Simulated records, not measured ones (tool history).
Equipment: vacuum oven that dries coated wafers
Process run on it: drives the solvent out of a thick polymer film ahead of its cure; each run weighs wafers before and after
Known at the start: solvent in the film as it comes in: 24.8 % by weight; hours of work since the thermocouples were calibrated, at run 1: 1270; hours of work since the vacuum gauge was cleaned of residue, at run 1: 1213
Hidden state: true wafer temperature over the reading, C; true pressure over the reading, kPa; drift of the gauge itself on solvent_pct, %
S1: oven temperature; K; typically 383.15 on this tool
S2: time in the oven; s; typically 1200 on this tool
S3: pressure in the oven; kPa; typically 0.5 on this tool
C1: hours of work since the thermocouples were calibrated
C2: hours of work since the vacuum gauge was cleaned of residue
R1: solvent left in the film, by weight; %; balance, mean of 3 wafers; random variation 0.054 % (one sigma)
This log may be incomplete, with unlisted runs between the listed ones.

run	hour	S1	S2	S3	C1	C2	R1
1	0	383.15	1200	0.5	1270	1213	2.51
2	68.3	383.15	1200	0.5	1301	1244	2.61
3	120.9	383.15	1200	0.509	1325	1267	2.64
4	177.9	383.15	1200	0.509	1351	1293	2.6
5	218.2	383.15	1200	0.509	1369	1311	2.54
6	298.5	383.15	840	0.5	1406	1348	4.53
7	377	383.15	840	0.5	1441	1383	4.58
8	417.5	383.15	840	0.5	1460	1402	4.59
9	455.7	383.15	840	0.5	1477	1419	4.63
10	511.6	383.15	840	0.5	1502	1445	4.66
# hour 533.2: oven's thermocouples calibrated
11	552.5	383.15	840	0.5	9	1462	4.15
12	614.1	383.15	840	0.5	37	1490	4.06
13	692.9	383.15	840	0.5	72	1526	4.13
14	786	388.15	1320	0.26	115	1568	1.01
15	849.7	369.15	2160	1.529	144	1597	3.29
16	923.7	369.15	2160	1.529	177	1630	3.36
17	981.2	384.15	1020	0.652	203	1657	2.95
18	1045.7	384.15	1020	0.652	232	1686	2.86
19	1126	378.15	840	0.421	269	1722	5.6
20	1168.1	370.15	1200	0.5	288	1741	5.5
21	1221.6	389.15	720	0.396	312	1766	3.57
22	1315.2	387.15	1200	0.287	355	1808	1.55
23	1354.2	383.15	720	1.811	372	1826	5.78
24	1395	387.15	720	0.5	391	1844	4.17
25	1449.8	387.15	840	0.5	416	1869	3.22
26	1513.9	387.15	780	0.5	445	1898	3.64

Consider 4 possible next runs. They are alternatives, not a sequence: every one starts from the tool as it was left by run 26. What does each give?
A	1585.9	388.15	780	0.5	477	1931	?
B	1585.9	387.15	780	0.5	477	1931	?
C	1585.9	384.15	1020	0.344	477	1931	?
D	1585.9	383.15	780	0.5	477	1931	?

run	R1
A	3.55
B	3.77
C	2.75
D	4.82
The same runs, with their run-to-run variation unchanged, on a tool lacking any hidden condition would have given:
run	R1
A	3.36
B	3.58
C	2.56
D	4.6

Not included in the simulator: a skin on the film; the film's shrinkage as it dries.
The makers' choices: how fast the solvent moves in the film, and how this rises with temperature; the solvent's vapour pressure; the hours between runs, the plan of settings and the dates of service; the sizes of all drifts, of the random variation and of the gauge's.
